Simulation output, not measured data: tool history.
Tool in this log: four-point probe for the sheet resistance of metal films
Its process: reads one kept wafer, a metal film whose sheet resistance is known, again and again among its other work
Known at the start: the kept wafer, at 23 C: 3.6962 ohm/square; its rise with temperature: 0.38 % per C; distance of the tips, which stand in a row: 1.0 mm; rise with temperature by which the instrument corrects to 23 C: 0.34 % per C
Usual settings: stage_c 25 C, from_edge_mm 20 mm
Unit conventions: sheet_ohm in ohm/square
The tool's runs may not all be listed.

{"run": 1, "hour": 0.0, "stage_c": 25, "from_edge_mm": 20, "sheet_ohm": 3.704013}
{"run": 2, "hour": 19.8, "stage_c": 25, "from_edge_mm": 20, "sheet_ohm": 3.703798}
{"run": 3, "hour": 36.2, "stage_c": 25, "from_edge_mm": 20, "sheet_ohm": 3.705475}
{"run": 4, "hour": 47.1, "stage_c": 25, "from_edge_mm": 20, "sheet_ohm": 3.702782}
{"run": 5, "hour": 66.2, "stage_c": 25, "from_edge_mm": 20, "sheet_ohm": 3.704364}
{"run": 6, "hour": 77.2, "stage_c": 25, "from_edge_mm": 20, "sheet_ohm": 3.704946}
{"run": 7, "hour": 94.1, "stage_c": 32, "from_edge_mm": 20, "sheet_ohm": 3.715201}
{"run": 8, "hour": 105.2, "stage_c": 32, "from_edge_mm": 20, "sheet_ohm": 3.714007}

The next listed run, before its measurement:
{"run": 9, "hour": 113.6, "stage_c": 25, "from_edge_mm": 15, "sheet_ohm": "?"}

{"run 9": {"sheet_ohm": 3.706719}}
On a tool with no hidden condition, and with the same random variation, this run would have come out at sheet_ohm 3.706516 ohm/square.

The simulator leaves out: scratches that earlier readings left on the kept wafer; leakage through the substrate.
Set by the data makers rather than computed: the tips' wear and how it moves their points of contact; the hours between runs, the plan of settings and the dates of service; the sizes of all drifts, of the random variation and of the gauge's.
